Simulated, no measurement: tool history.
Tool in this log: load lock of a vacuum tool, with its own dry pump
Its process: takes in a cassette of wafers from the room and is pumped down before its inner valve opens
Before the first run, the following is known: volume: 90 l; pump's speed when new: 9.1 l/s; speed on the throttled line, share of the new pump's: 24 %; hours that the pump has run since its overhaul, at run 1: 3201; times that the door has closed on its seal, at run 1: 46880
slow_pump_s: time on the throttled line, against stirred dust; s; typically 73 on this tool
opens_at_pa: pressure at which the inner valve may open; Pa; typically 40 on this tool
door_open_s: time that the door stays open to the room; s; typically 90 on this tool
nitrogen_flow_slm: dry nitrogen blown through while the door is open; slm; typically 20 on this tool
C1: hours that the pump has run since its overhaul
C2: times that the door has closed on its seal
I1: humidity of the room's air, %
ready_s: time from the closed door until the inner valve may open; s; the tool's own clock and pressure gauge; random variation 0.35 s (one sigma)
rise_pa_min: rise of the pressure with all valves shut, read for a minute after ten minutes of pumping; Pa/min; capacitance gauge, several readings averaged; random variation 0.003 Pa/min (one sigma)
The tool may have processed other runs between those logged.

run 1 hour=0 | slow_pump_s=73 opens_at_pa=40 door_open_s=90 nitrogen_flow_slm=20 | C1=3201 C2=46880 | I1=44.5 | ready_s=133.3 rise_pa_min=0.035
run 2 hour=54 | slow_pump_s=73 opens_at_pa=40 door_open_s=90 nitrogen_flow_slm=16 | C1=3255 C2=47149 | I1=43.8 | ready_s=133.5 rise_pa_min=0.031
run 3 hour=141.1 | slow_pump_s=73 opens_at_pa=40 door_open_s=90 nitrogen_flow_slm=20 | C1=3342 C2=47583 | I1=47.7 | ready_s=133.4 rise_pa_min=0.03
run 4 hour=200.7 | slow_pump_s=73 opens_at_pa=40 door_open_s=90 nitrogen_flow_slm=20 | C1=3401 C2=47879 | I1=44.8 | ready_s=133.6 rise_pa_min=0.027
run 5 hour=266.9 | slow_pump_s=73 opens_at_pa=40 door_open_s=90 nitrogen_flow_slm=20 | C1=3468 C2=48209 | I1=44.9 | ready_s=132.9 rise_pa_min=0.028
run 6 hour=322.8 | slow_pump_s=73 opens_at_pa=40 door_open_s=90 nitrogen_flow_slm=29 | C1=3523 C2=48487 | I1=44.9 | ready_s=133.6 rise_pa_min=0.028
run 7 hour=428.7 | slow_pump_s=73 opens_at_pa=40 door_open_s=90 nitrogen_flow_slm=29 | C1=3629 C2=49013 | I1=45.8 | ready_s=132.7 rise_pa_min=0.023
run 8 hour=489.4 | slow_pump_s=49 opens_at_pa=71 door_open_s=90 nitrogen_flow_slm=29 | C1=3690 C2=49316 | I1=44 | ready_s=109.4 rise_pa_min=0.03
run 9 hour=585 | slow_pump_s=49 opens_at_pa=71 door_open_s=90 nitrogen_flow_slm=29 | C1=3786 C2=49792 | I1=42.6 | ready_s=109.1 rise_pa_min=0.021
run 10 hour=628.7 | slow_pump_s=89 opens_at_pa=36 door_open_s=118 nitrogen_flow_slm=20 | C1=3829 C2=50009 | I1=41.9 | ready_s=146.9 rise_pa_min=0.037
run 11 hour=691.6 | slow_pump_s=89 opens_at_pa=36 door_open_s=118 nitrogen_flow_slm=20 | C1=3892 C2=50322 | I1=44.4 | ready_s=146.5 rise_pa_min=0.04

Alternative continuations, all from the tool just after run 11; predict every row:
run A hour=777.9 | slow_pump_s=73 opens_at_pa=40 door_open_s=90 nitrogen_flow_slm=4 | C1=3979 C2=50751 | I1=45.1 | ready_s=? rise_pa_min=?
run B hour=777.9 | slow_pump_s=39 opens_at_pa=28 door_open_s=137 nitrogen_flow_slm=20 | C1=3979 C2=50751 | I1=48.2 | ready_s=? rise_pa_min=?
run C hour=777.9 | slow_pump_s=97 opens_at_pa=36 door_open_s=118 nitrogen_flow_slm=20 | C1=3979 C2=50751 | I1=43.3 | ready_s=? rise_pa_min=?

run=A ready_s=132.2 rise_pa_min=0.052
run=B ready_s=111.5 rise_pa_min=0.043
run=C ready_s=152.5 rise_pa_min=0.039
With the hidden condition removed and each run's random variation left untouched, the same runs would have given:
run=A ready_s=132.2 rise_pa_min=0.05
run=B ready_s=111.5 rise_pa_min=0.041
run=C ready_s=152.5 rise_pa_min=0.037
